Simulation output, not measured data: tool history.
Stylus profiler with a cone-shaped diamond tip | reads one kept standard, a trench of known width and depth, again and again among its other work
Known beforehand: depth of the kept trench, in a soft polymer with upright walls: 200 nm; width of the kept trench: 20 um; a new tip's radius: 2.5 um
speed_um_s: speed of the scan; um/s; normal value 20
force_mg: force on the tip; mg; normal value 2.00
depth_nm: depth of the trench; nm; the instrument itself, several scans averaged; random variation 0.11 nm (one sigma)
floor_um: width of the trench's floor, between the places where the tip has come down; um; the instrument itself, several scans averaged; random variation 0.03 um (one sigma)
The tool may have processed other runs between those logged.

run	hour	speed_um_s	force_mg	depth_nm	floor_um
1	0.0	20	2.00	203.00	16.94
2	56.8	7	2.00	203.02	16.97
3	113.1	7	2.00	202.84	16.91
4	195.6	20	4.31	204.55	16.89
# hour 200.7: height scale calibrated on a step standard
5	274.0	20	4.31	205.31	16.78
6	365.9	20	4.31	205.19	16.77
7	425.9	6	5.81	205.93	16.71
8	496.5	6	5.81	206.03	16.77
9	598.7	70	1.57	203.43	16.44
10	650.5	20	1.24	203.14	16.55

Forecast each of these 3 alternatives for the next run:
# hour 719.1: height scale calibrated on a step standard, once more
A	761.8	8	2.02	?	?
# hour 719.1: height scale calibrated on a step standard, once more
B	761.8	7	3.09	?	?
# hour 719.1: height scale calibrated on a step standard, once more
C	761.8	34	1.87	?	?

run	depth_nm	floor_um
A	202.28	16.55
B	203.00	16.55
C	202.30	16.55
The same runs, with their run-to-run variation unchanged, on a tool lacking any hidden condition would have given:
run	depth_nm	floor_um
A	202.17	17.99
B	202.89	17.99
C	202.19	17.99
